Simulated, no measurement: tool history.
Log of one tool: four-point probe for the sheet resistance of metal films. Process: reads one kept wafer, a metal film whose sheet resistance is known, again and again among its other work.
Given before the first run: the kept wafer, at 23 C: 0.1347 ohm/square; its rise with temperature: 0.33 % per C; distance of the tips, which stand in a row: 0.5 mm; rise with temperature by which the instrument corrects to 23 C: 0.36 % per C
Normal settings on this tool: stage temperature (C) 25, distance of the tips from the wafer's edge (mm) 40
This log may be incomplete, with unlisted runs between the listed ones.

run,hour,stage temperature (C),distance of the tips from the wafer's edge (mm),sheet resistance as the instrument gives it (ohm/square)
1,0,25,40,0.135021
2,43.9,25,40,0.135024
3,70.5,27,40,0.134948
4,94.7,25,40,0.135038
5,129.3,25,40,0.135043
6,152.8,25,40,0.135071
7,201.2,25,12,0.135218
8,244.6,25,3,0.13714
9,284.1,25,3,0.137107
10,305.2,25,3,0.137089
11,343.2,25,25,0.135134
12,376.3,25,5,0.135843
13,414.7,25,5,0.135852
14,439.9,25,5,0.135872
15,460.8,25,8,0.135424
16,493.6,25,8,0.135435
17,540.9,25,40,0.135135
18,568.7,25,40,0.135161
19,602.8,25,40,0.135178
20,626,25,40,0.135186
21,671.2,24,40,0.135277
22,707,26,40,0.135233
23,732.6,25,40,0.135226
24,778.6,25,9,0.135471
25,825,25,9,0.135503
26,847.7,25,20,0.135355
27,874.3,30,4,0.13625
28,901.6,25,6,0.13577

Run 29 has not been measured yet. What should we expect?
29,945,25,19,?

sheet resistance as the instrument gives it (ohm/square): 0.135329
Take away the tool's hidden state, keep the run-to-run variation as it was, and the same run would have given sheet resistance as the instrument gives it (ohm/square) 0.134663.

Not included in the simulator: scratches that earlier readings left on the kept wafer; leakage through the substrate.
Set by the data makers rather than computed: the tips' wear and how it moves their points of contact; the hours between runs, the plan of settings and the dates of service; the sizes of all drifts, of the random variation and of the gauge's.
